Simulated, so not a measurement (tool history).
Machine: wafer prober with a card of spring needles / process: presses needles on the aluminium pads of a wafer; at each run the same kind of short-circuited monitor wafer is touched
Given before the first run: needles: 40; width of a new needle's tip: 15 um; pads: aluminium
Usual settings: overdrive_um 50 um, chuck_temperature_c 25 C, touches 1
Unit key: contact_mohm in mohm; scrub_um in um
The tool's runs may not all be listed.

run,hour,overdrive_um,chuck_temperature_c,touches,contact_mohm,scrub_um
1,0.0,50,25,1,230,13.40
2,15.9,50,25,1,231,13.51
3,35.2,50,25,1,227,13.60
4,46.9,50,25,1,231,13.63
5,55.9,50,25,1,235,13.64
6,68.3,50,25,1,230,13.60
7,79.0,50,25,1,229,13.71
8,91.7,50,81,1,243,13.75
9,106.6,50,38,1,231,13.77
10,116.6,32,38,1,237,8.73
11,127.4,40,119,1,254,10.94
12,145.8,40,119,1,254,11.06
13,161.3,40,119,1,256,11.00
14,174.2,40,83,1,244,11.05
15,190.6,56,53,1,233,15.05

Put back what was entered between runs (6 entries, withheld): which listed runs does each sit between, and how does the hidden state differ from the listed run before to the listed run after?
From run 1 to run 2: tips cleaned on abrasive film (hour 2.1)
  debris on the tips, nm: 0.8 -> 0.4; drift of the gauge itself on scrub_um, %: 0 -> 0.25
  measured less the result without the state, scrub_um: +0.00 -> +0.03 um
From run 3 to run 4: tips cleaned on abrasive film (hour 41.9)
  debris on the tips, nm: 0.7 -> 0.2; drift of the gauge itself on scrub_um, %: 0.56 -> 0.75
  measured less the result without the state, scrub_um: +0.07 -> +0.10 um
From run 7 to run 8: tips cleaned on abrasive film (hour 80.6)
  debris on the tips, nm: 0.8 -> 0.3; drift of the gauge itself on scrub_um, %: 1.26 -> 1.46
  measured less the result without the state, scrub_um: +0.17 -> +0.19 um
From run 10 to run 11: tips cleaned on abrasive film (hour 119.8)
  debris on the tips, nm: 0.8 -> 0.3; drift of the gauge itself on scrub_um, %: 1.86 -> 2.03
  measured less the result without the state, scrub_um: +0.15 -> +0.21 um
From run 12 to run 13: tips cleaned on abrasive film (hour 159.1)
  debris on the tips, nm: 0.7 -> 0.1; drift of the gauge itself on scrub_um, %: 2.33 -> 2.57
  measured less the result without the state, scrub_um: +0.25 -> +0.28 um
From run 14 to run 15: gauge calibrated (hour 186.5)
  debris on the tips, nm: 0.5 -> 0.7; drift of the gauge itself on scrub_um, %: 2.78 -> 0.07
  measured less the result without the state, scrub_um: +0.29 -> +0.00 um
